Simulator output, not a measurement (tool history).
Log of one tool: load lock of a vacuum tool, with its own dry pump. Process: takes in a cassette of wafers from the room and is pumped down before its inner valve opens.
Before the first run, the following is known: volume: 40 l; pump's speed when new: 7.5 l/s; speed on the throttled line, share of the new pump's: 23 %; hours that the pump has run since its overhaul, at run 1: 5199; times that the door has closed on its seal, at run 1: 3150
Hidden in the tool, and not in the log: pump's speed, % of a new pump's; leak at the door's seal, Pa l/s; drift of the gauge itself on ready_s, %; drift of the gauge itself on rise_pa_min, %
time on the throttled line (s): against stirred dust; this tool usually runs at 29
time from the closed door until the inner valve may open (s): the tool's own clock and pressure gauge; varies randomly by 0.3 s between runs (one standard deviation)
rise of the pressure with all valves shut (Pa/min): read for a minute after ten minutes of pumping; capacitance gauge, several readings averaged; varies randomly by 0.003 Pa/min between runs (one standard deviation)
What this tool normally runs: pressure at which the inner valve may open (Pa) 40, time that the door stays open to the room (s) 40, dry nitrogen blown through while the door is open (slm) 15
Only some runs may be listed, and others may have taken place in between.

| run | hour | time on the throttled line (s) | pressure at which the inner valve may open (Pa) | time that the door stays open to the room (s) | dry nitrogen blown through while the door is open (slm) | hours that the pump has run since its overhaul | times that the door has closed on its seal | incoming humidity of the room's air, % | time from the closed door until the inner valve may open (s) | rise of the pressure with all valves shut (Pa/min) |
|---|---|---|---|---|---|---|---|---|---|---|
| 1 | 0.0 | 29 | 40 | 40 | 15 | 5199 | 3150 | 47.0 | 66.5 | 0.052 |
| 2 | 148.3 | 29 | 40 | 237 | 15 | 5348 | 3341 | 41.7 | 66.6 | 0.110 |
| 3 | 236.5 | 29 | 40 | 40 | 41 | 5436 | 3456 | 41.7 | 66.3 | 0.035 |
| 4 | 312.6 | 29 | 40 | 40 | 41 | 5512 | 3554 | 44.0 | 66.8 | 0.034 |
| 5 | 455.8 | 14 | 40 | 40 | 15 | 5655 | 3739 | 39.7 | 55.2 | 0.043 |
| 6 | 599.7 | 14 | 40 | 40 | 15 | 5799 | 3925 | 42.7 | 55.1 | 0.053 |
| 7 | 743.1 | 14 | 40 | 40 | 15 | 5942 | 4111 | 47.2 | 55.4 | 0.060 |
| 8 | 869.1 | 14 | 40 | 40 | 15 | 6068 | 4274 | 46.1 | 55.5 | 0.059 |
| 9 | 996.1 | 14 | 40 | 40 | 15 | 6195 | 4438 | 41.5 | 55.6 | 0.049 |
| 10 | 1158.4 | 31 | 40 | 40 | 31 | 6358 | 4648 | 46.8 | 67.9 | 0.048 |
| 11 | 1253.9 | 29 | 40 | 41 | 11 | 6453 | 4772 | 42.8 | 66.8 | 0.057 |
| 12 | 1420.7 | 29 | 40 | 41 | 11 | 6620 | 4987 | 45.3 | 66.9 | 0.061 |
| 13 | 1509.5 | 29 | 30 | 88 | 8 | 6709 | 5102 | 46.9 | 69.1 | 0.095 |
| 14 | 1669.4 | 29 | 30 | 88 | 8 | 6869 | 5309 | 46.6 | 68.2 | 0.097 |
| 15 | 1768.6 | 17 | 40 | 136 | 12 | 6968 | 5437 | 45.3 | 58.0 | 0.103 |
| 16 | 1923.7 | 17 | 40 | 136 | 12 | 7123 | 5638 | 43.7 | 58.1 | 0.098 |
| 17 | 1993.4 | 29 | 40 | 38 | 15 | 7193 | 5728 | 46.1 | 66.7 | 0.056 |
| 18 | 2100.0 | 29 | 75 | 38 | 22 | 7299 | 5866 | 45.0 | 63.9 | 0.048 |

Here are 5 independent what-if runs from the current tool condition. What would each one return?
| A | 2269.1 | 29 | 40 | 40 | 15 | 7468 | 6085 | 43.8 | ? | ? |
| B | 2269.1 | 29 | 40 | 26 | 15 | 7468 | 6085 | 43.1 | ? | ? |
| C | 2269.1 | 26 | 40 | 214 | 6 | 7468 | 6085 | 46.2 | ? | ? |
| D | 2269.1 | 29 | 49 | 38 | 12 | 7468 | 6085 | 45.4 | ? | ? |
| E | 2269.1 | 29 | 75 | 74 | 22 | 7468 | 6085 | 42.8 | ? | ? |

| run | time from the closed door until the inner valve may open (s) | rise of the pressure with all valves shut (Pa/min) |
|---|---|---|
| A | 67.1 | 0.052 |
| B | 66.8 | 0.042 |
| C | 64.8 | 0.147 |
| D | 65.7 | 0.061 |
| E | 62.9 | 0.061 |
With the hidden condition removed and each run's random variation left untouched, the same runs would have given:
| run | time from the closed door until the inner valve may open (s) | rise of the pressure with all valves shut (Pa/min) |
|---|---|---|
| A | 64.1 | 0.045 |
| B | 63.9 | 0.035 |
| C | 61.8 | 0.140 |
| D | 62.8 | 0.053 |
| E | 60.3 | 0.053 |
